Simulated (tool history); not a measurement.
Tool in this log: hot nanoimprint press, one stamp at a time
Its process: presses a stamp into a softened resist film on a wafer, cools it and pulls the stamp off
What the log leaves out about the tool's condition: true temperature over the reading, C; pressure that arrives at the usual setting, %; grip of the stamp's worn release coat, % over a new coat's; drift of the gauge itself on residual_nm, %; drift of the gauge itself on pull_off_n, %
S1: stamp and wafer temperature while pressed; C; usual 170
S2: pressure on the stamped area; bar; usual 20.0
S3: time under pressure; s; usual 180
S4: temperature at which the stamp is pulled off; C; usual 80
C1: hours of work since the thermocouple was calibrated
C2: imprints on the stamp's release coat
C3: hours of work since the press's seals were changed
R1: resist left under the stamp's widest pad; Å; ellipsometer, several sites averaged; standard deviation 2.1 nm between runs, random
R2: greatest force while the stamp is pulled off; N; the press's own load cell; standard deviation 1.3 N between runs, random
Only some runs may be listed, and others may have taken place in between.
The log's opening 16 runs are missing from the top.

run	hour	S1	S2	S3	S4	C1	C2	C3	R1	R2
17	358.2	174	20.0	180	83	93	425	400	2812	119
18	375.0	174	28.9	180	83	101	489	408	2345	120
19	392.9	174	28.9	113	83	110	556	417	2848	121
20	410.4	170	20.0	171	75	118	622	425	3703	151
21	429.0	170	17.2	171	74	127	692	434	3865	152
22	452.9	180	15.1	218	80	138	782	446	2023	134
# hour 486.2: stamp cleaned and given a new release coat
23	487.8	172	20.0	180	72	152	6	459	3214	152
24	507.0	172	20.0	180	72	161	78	469	3225	154
25	533.7	172	20.0	180	72	174	179	481	3230	151
26	556.7	172	19.9	102	85	185	265	492	3959	111

Estimate the outcome of run 27 from the log above:
27	575.4	180	19.9	117	85	194	336	501	?	?

R1: 2354 Å
R2: 114 N
If the tool had no hidden condition, the same run with the same run-to-run variation would have returned R1 2227 Å, R2 109 N.
